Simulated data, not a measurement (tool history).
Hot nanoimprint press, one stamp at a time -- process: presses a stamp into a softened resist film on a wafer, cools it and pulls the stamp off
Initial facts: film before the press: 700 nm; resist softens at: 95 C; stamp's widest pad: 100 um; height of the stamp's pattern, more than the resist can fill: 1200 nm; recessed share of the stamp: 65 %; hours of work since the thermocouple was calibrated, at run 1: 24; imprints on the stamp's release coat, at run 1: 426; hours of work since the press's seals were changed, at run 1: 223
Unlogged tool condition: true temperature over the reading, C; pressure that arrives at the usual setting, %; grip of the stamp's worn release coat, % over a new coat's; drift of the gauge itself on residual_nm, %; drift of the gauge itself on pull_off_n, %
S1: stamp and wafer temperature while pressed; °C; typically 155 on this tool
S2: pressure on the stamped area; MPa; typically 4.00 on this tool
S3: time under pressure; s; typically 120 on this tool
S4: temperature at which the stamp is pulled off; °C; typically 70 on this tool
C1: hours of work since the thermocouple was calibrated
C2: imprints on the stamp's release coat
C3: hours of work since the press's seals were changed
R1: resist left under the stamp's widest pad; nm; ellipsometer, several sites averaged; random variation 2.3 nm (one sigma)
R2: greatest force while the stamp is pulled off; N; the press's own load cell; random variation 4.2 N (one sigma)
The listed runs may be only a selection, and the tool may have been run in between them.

| run | day | S1 | S2 | S3 | S4 | C1 | C2 | C3 | R1 | R2 |
|---|---|---|---|---|---|---|---|---|---|---|
| 1 | 0.000 | 155 | 4.00 | 120 | 70 | 24 | 426 | 223 | 390.4 | 226 |
| 2 | 0.567 | 155 | 4.00 | 120 | 70 | 34 | 496 | 232 | 387.9 | 230 |
| 3 | 0.992 | 155 | 4.00 | 120 | 70 | 40 | 549 | 239 | 386.3 | 228 |
| 4 | 1.246 | 155 | 4.00 | 120 | 70 | 44 | 580 | 243 | 390.4 | 230 |
| 5 | 1.842 | 155 | 4.00 | 120 | 66 | 54 | 654 | 253 | 390.1 | 261 |
|  | 2.021 | plate thermocouple calibrated |
| 6 | 2.492 | 155 | 4.00 | 120 | 55 | 8 | 719 | 261 | 392.4 | 303 |
| 7 | 2.975 | 155 | 4.00 | 120 | 55 | 15 | 779 | 269 | 396.2 | 310 |
| 8 | 3.471 | 155 | 4.00 | 120 | 55 | 23 | 841 | 277 | 398.5 | 334 |
| 9 | 3.812 | 152 | 4.00 | 120 | 61 | 29 | 883 | 282 | 444.3 | 296 |
| 10 | 4.079 | 152 | 4.00 | 120 | 61 | 33 | 916 | 287 | 443.0 | 296 |
| 11 | 4.642 | 155 | 4.82 | 95 | 65 | 42 | 986 | 296 | 393.6 | 272 |
| 12 | 5.229 | 165 | 3.95 | 207 | 67 | 51 | 1059 | 305 | 211.2 | 276 |
| 13 | 5.483 | 144 | 3.63 | 115 | 57 | 55 | 1090 | 309 | 594.3 | 324 |
|  | 5.725 | plate thermocouple calibrated, once more |
| 14 | 6.154 | 159 | 5.59 | 106 | 57 | 7 | 1158 | 318 | 292.2 | 333 |
| 15 | 6.442 | 151 | 5.46 | 74 | 75 | 11 | 1194 | 322 | 467.8 | 231 |

Forecast each of these 5 alternatives for the next run:
| A | 6.858 | 151 | 2.58 | 74 | 75 | 18 | 1246 | 329 | ? | ? |
| B | 6.858 | 163 | 2.61 | 120 | 70 | 18 | 1246 | 329 | ? | ? |
| C | 6.858 | 158 | 3.00 | 172 | 75 | 18 | 1246 | 329 | ? | ? |
| D | 6.858 | 155 | 5.01 | 120 | 57 | 18 | 1246 | 329 | ? | ? |
| E | 6.858 | 155 | 3.88 | 120 | 70 | 18 | 1246 | 329 | ? | ? |

| run | R1 | R2 |
|---|---|---|
| A | 578.8 | 245 |
| B | 338.3 | 265 |
| C | 350.1 | 248 |
| D | 353.1 | 348 |
| E | 397.1 | 266 |
With the hidden condition removed and each run's random variation left untouched, the same runs would have given:
| run | R1 | R2 |
|---|---|---|
| A | 574.0 | 187 |
| B | 332.7 | 202 |
| C | 343.6 | 189 |
| D | 344.0 | 265 |
| E | 389.0 | 203 |
